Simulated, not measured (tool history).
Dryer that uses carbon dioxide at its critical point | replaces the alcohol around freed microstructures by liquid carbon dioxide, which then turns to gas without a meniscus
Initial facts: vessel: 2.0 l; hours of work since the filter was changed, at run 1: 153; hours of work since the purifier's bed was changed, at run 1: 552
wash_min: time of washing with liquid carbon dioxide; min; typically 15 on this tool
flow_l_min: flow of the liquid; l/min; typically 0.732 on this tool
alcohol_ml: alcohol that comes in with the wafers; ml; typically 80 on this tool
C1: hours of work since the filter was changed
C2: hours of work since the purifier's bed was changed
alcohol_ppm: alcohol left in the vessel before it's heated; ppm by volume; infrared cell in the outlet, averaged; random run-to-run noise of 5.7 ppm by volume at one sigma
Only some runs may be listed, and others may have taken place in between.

{"run": 1, "hour": 0.0, "wash_min": 15, "flow_l_min": 0.732, "alcohol_ml": 80, "C1": 153, "C2": 552, "alcohol_ppm": 347}
{"run": 2, "hour": 22.8, "wash_min": 18, "flow_l_min": 0.732, "alcohol_ml": 80, "C1": 166, "C2": 566, "alcohol_ppm": 217}
{"run": 3, "hour": 50.9, "wash_min": 18, "flow_l_min": 0.732, "alcohol_ml": 80, "C1": 183, "C2": 582, "alcohol_ppm": 217}
{"run": 4, "hour": 73.9, "wash_min": 18, "flow_l_min": 0.732, "alcohol_ml": 80, "C1": 196, "C2": 595, "alcohol_ppm": 228}
{"run": 5, "hour": 104.5, "wash_min": 18, "flow_l_min": 0.732, "alcohol_ml": 80, "C1": 214, "C2": 613, "alcohol_ppm": 222}
{"run": 6, "hour": 144.1, "wash_min": 15, "flow_l_min": 0.732, "alcohol_ml": 80, "C1": 236, "C2": 636, "alcohol_ppm": 391}
{"run": 7, "hour": 170.7, "wash_min": 15, "flow_l_min": 0.807, "alcohol_ml": 43, "C1": 252, "C2": 651, "alcohol_ppm": 230}
{"run": 8, "hour": 194.8, "wash_min": 15, "flow_l_min": 1.08, "alcohol_ml": 108, "C1": 266, "C2": 665, "alcohol_ppm": 186}
{"run": 9, "hour": 219.1, "wash_min": 15, "flow_l_min": 0.719, "alcohol_ml": 74, "C1": 280, "C2": 679, "alcohol_ppm": 425}
{"run": 10, "hour": 246.6, "wash_min": 15, "flow_l_min": 0.806, "alcohol_ml": 42, "C1": 295, "C2": 695, "alcohol_ppm": 234}
{"run": 11, "hour": 270.8, "wash_min": 15, "flow_l_min": 0.806, "alcohol_ml": 42, "C1": 309, "C2": 709, "alcohol_ppm": 232}

Pick out some run-to-run changes in alcohol_ppm. Of each, how much would a tool without hidden state show as well, from the settings, what came in and chance, and how much is left for the hidden state and any gauge scatter not in both results compared?
What the log doesn't record here: flow that reaches the vessel past the clogged filter, %; alcohol in the recycled carbon dioxide, ppm; drift of the gauge itself on alcohol_ppm, %.
Run 8 -> 9: flow_l_min 1.080 -> 0.719, alcohol_ml 108 -> 74. alcohol_ppm +239 ppm by volume: hidden state +86, all else +153.
